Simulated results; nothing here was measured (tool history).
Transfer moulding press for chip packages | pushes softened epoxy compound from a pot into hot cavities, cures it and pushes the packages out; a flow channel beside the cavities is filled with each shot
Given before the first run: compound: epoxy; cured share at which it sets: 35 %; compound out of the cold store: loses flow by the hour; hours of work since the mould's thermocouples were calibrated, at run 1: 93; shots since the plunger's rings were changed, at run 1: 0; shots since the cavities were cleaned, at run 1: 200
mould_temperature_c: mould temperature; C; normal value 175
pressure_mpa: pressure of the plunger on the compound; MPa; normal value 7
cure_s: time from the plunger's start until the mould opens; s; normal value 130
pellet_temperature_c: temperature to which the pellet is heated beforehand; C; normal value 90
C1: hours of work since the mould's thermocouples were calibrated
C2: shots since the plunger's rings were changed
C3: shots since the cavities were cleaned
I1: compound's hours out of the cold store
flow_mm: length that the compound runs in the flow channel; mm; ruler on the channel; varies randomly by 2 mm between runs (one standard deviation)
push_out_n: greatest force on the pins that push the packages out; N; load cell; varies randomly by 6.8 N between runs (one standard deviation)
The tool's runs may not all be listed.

run 1 hour=0.0 | mould_temperature_c=175 pressure_mpa=7 cure_s=130 pellet_temperature_c=90 | C1=93 C2=0 C3=200 | I1=38.8 | flow_mm=532 push_out_n=274
run 2 hour=24.6 | mould_temperature_c=175 pressure_mpa=7 cure_s=130 pellet_temperature_c=90 | C1=108 C2=212 C3=412 | I1=21.7 | flow_mm=550 push_out_n=284
-- hour=31.9 cavities cleaned with cleaning compound and waxed
run 3 hour=65.5 | mould_temperature_c=175 pressure_mpa=7 cure_s=130 pellet_temperature_c=90 | C1=132 C2=553 C3=290 | I1=9.9 | flow_mm=569 push_out_n=280
-- hour=87.0 cavities cleaned with cleaning compound and waxed
run 4 hour=95.1 | mould_temperature_c=174 pressure_mpa=7 cure_s=130 pellet_temperature_c=90 | C1=149 C2=796 C3=70 | I1=47.5 | flow_mm=520 push_out_n=264
run 5 hour=131.2 | mould_temperature_c=174 pressure_mpa=7 cure_s=130 pellet_temperature_c=90 | C1=172 C2=1108 C3=382 | I1=12.3 | flow_mm=567 push_out_n=291
-- hour=142.4 cavities cleaned with cleaning compound and waxed
run 6 hour=177.6 | mould_temperature_c=175 pressure_mpa=7 cure_s=130 pellet_temperature_c=87 | C1=199 C2=1496 C3=304 | I1=31.6 | flow_mm=538 push_out_n=281

What does the tool deliver on the next run?
-- hour=200.4 cavities cleaned with cleaning compound and waxed
run 7 hour=212.0 | mould_temperature_c=179 pressure_mpa=7 cure_s=130 pellet_temperature_c=90 | C1=220 C2=1779 C3=99 | I1=11.8 | flow_mm=? push_out_n=?

{"run 7": {"flow_mm": 558, "push_out_n": 259}}
Were there no unlogged condition in the tool, this run, its random variation unchanged, would have produced flow_mm 559 mm, push_out_n 257 N.
